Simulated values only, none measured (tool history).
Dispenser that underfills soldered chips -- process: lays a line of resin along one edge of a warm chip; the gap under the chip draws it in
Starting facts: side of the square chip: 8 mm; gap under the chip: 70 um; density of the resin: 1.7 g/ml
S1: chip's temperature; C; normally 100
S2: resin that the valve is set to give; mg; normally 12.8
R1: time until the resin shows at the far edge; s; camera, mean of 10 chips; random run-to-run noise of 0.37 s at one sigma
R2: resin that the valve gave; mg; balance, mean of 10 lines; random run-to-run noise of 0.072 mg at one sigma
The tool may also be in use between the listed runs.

run 1 day=0 | S1=100 S2=12.8 | R1=24.9 R2=12.57
run 2 day=0.238 | S1=100 S2=12.8 | R1=28.6 R2=12.49
-- day=0.271 new syringe of resin
run 3 day=0.579 | S1=90 S2=12.8 | R1=34.4 R2=12.52
-- day=0.838 new syringe of resin
run 4 day=0.904 | S1=90 S2=12.8 | R1=29.2 R2=12.27
run 5 day=1.117 | S1=100 S2=12.8 | R1=24.4 R2=12.3
run 6 day=1.317 | S1=100 S2=12.8 | R1=28.3 R2=12.37
-- day=1.412 new syringe of resin
run 7 day=1.658 | S1=100 S2=12.8 | R1=24.5 R2=12.26
run 8 day=1.85 | S1=100 S2=11.6 | R1=27.7 R2=11
-- day=1.983 new syringe of resin
run 9 day=2.117 | S1=100 S2=11.6 | R1=23 R2=11.05
run 10 day=2.396 | S1=100 S2=11.6 | R1=26.7 R2=10.9
-- day=2.538 new syringe of resin
run 11 day=2.742 | S1=100 S2=11.6 | R1=24 R2=10.89
run 12 day=3.062 | S1=100 S2=11.6 | R1=29.1 R2=10.8
-- day=3.096 new syringe of resin
run 13 day=3.346 | S1=100 S2=11.6 | R1=25.2 R2=10.75
-- day=3.488 dispensing valve cleaned and set on the balance
run 14 day=3.525 | S1=89 S2=12.8 | R1=37.6 R2=12.75
run 15 day=3.662 | S1=91 S2=12.8 | R1=38 R2=12.75
-- day=3.696 new syringe of resin
run 16 day=3.829 | S1=91 S2=12.8 | R1=30.1 R2=12.8
run 17 day=4.158 | S1=100 S2=12.8 | R1=27.6 R2=12.58
-- day=4.267 new syringe of resin
run 18 day=4.358 | S1=100 S2=12.8 | R1=21.5 R2=12.52
run 19 day=4.6 | S1=100 S2=11.8 | R1=25.2 R2=11.57
-- day=4.825 new syringe of resin
run 20 day=4.825 | S1=100 S2=12.1 | R1=20.3 R2=11.93
run 21 day=4.983 | S1=95 S2=12.2 | R1=26.9 R2=11.95
run 22 day=5.125 | S1=103 S2=15.4 | R1=22.4 R2=15.01
-- day=5.4 new syringe of resin
run 23 day=5.421 | S1=103 S2=15.4 | R1=18.4 R2=15.02
run 24 day=5.7 | S1=103 S2=15.4 | R1=22.4 R2=15.01
-- day=5.958 new syringe of resin
run 25 day=5.983 | S1=96 S2=15.7 | R1=23.9 R2=15.2
run 26 day=6.158 | S1=91 S2=13 | R1=30.9 R2=12.47
run 27 day=6.383 | S1=91 S2=14.6 | R1=35.2 R2=13.73
-- day=6.538 new syringe of resin
run 28 day=6.6 | S1=106 S2=13.5 | R1=17.8 R2=12.72
run 29 day=6.771 | S1=100 S2=16.6 | R1=22.8 R2=15.75
-- day=6.896 stage's temperature calibrated
run 30 day=7.096 | S1=103 S2=13.5 | R1=26.7 R2=12.63

What does the tool deliver on the next run?
-- day=7.154 new syringe of resin
run 31 day=7.325 | S1=97 S2=13.4 | R1=? R2=?

Run 31 measured R1 26.8 s, R2 12.62 mg.
On a tool with no hidden condition, and with the same random variation, this run would have come out at R1 24.1 s, R2 13.46 mg.
